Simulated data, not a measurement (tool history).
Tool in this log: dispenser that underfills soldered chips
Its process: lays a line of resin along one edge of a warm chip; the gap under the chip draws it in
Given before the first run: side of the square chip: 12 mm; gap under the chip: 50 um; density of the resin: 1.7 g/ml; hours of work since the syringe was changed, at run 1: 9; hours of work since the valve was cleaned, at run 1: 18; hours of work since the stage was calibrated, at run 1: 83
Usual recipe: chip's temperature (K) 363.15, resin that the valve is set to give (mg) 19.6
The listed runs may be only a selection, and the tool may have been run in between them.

run,day,chip's temperature (K),resin that the valve is set to give (mg),hours of work since the syringe was changed,hours of work since the valve was cleaned,hours of work since the stage was calibrated,time until the resin shows at the far edge (s),resin that the valve gave (mg)
1,0,363.15,19.6,9,18,83,296.3,19.44
# day 0.15: new syringe of resin
2,0.196,363.15,19.6,1,22,86,180.4,19.43
3,0.3,363.15,19.6,3,24,88,199.8,19.48
4,0.392,363.15,19.6,5,25,90,223.2,19.39
5,0.492,363.15,19.6,6,27,92,246.4,19.41
6,0.604,363.15,17.7,9,29,94,287.6,17.34
7,0.688,363.15,17.7,10,31,96,313.4,17.4
# day 0.792: new syringe of resin
8,0.871,363.15,19.6,2,34,99,183.7,19.38
9,1.058,363.15,16.9,5,38,102,230.8,16.62
10,1.233,369.15,17,8,41,106,216.2,16.65

What does the tool deliver on the next run?
11,1.4,357.15,19.9,11,44,109,?,?

time until the resin shows at the far edge (s): 430.7
resin that the valve gave (mg): 19.49
On a tool with no hidden condition, and with the same random variation, this run would have come out at time until the resin shows at the far edge (s) 216.8, resin that the valve gave (mg) 19.89.
